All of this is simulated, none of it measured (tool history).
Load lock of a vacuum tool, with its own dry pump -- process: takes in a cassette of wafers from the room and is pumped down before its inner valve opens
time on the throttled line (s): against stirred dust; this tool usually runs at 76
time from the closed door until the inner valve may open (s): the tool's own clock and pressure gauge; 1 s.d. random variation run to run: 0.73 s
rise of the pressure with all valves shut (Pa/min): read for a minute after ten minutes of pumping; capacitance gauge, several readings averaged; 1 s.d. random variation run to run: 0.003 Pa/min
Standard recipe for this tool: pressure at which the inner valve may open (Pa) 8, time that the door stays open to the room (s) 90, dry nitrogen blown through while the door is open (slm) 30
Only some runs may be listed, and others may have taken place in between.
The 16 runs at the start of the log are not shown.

run     hour  time on the throttled line (s)  pressure at which the inner valve may open (Pa)  time that the door stays open to the room (s)  dry nitrogen blown through while the door is open (slm)  incoming humidity of the room's air, %  time from the closed door until the inner valve may open (s)  rise of the pressure with all valves shut (Pa/min)
        5968  -- dry pump taken out, an overhauled one fitted
 17     6204                              76                                                8                                             90                                                       30                                    44.3                                                         110.8                                               0.024
 18   6442.5                              76                                                8                                             90                                                       30                                    48.3                                                         110.6                                               0.026
 19     6743                              76                                                8                                             90                                                       30                                    49.6                                                         109.7                                               0.027
 20   7193.5                              76                                                8                                             90                                                       30                                    45.6                                                         109.8                                               0.024
 21   7646.4                              76                                                8                                             90                                                       30                                    42.9                                                         109.5                                               0.026
 22   8096.8                              41                                               14                                             90                                                       23                                    43.5                                                          78.2                                               0.029
 23   8406.5                              41                                               14                                             90                                                       23                                    42.2                                                          77.7                                               0.027
 24   8632.3                              56                                                8                                             90                                                       36                                      44                                                          92.5                                               0.023
 25   9145.9                              56                                                8                                             90                                                        5                                    43.9                                                          93.5                                               0.048
 26   9496.8                              60                                                8                                             90                                                        5                                      46                                                          96.7                                               0.049
 27   9861.9                             133                                                8                                             47                                                       10                                    45.7                                                           159                                               0.022
 28  10343.2                              56                                               10                                             90                                                       37                                      45                                                          91.6                                                0.02
 29    10730                             131                                               16                                             40                                                       30                                    45.6                                                         153.5                                               0.013
 30  11236.8                              99                                               16                                            182                                                       30                                    44.6                                                         126.4                                               0.045
 31    11540                              96                                               12                                             36                                                       10                                    45.5                                                         125.5                                               0.021
 32  12020.9                              48                                                8                                             28                                                       11                                    46.6                                                          87.5                                               0.018
 33  12469.5                              76                                                8                                             90                                                       43                                    45.3                                                         111.1                                               0.022
 34  12843.4                              76                                                9                                            109                                                       30                                      43                                                         109.5                                               0.027
 35  13325.8                              76                                                9                                            109                                                       30                                    43.6                                                         110.9                                               0.035
 36  13542.1                              76                                                9                                            109                                                       30                                    41.3                                                         110.5                                               0.025
 37  13859.3                              76                                                9                                             53                                                       30                                    49.3                                                           109                                               0.021
 38    14234                             123                                                9                                             72                                                       10                                      43                                                         148.5                                               0.037

Forecast each of these 3 alternatives for the next run:
  A  14643.1                              79                                               10                                             90                                                       30                                    44.9                                                             ?                                                   ?
  B  14643.1                              76                                                8                                             90                                                        7                                    43.5                                                             ?                                                   ?
  C  14643.1                              76                                               12                                             90                                                       30                                    46.6                                                             ?                                                   ?

run  time from the closed door until the inner valve may open (s)  rise of the pressure with all valves shut (Pa/min)
  A                                                         111.1                                               0.026
  B                                                         110.9                                                0.04
  C                                                         108.7                                               0.028
What these runs would have given with no unlogged condition in the tool:
run  time from the closed door until the inner valve may open (s)  rise of the pressure with all valves shut (Pa/min)
  A                                                         111.1                                               0.025
  B                                                         110.9                                               0.038
  C                                                         108.7                                               0.027
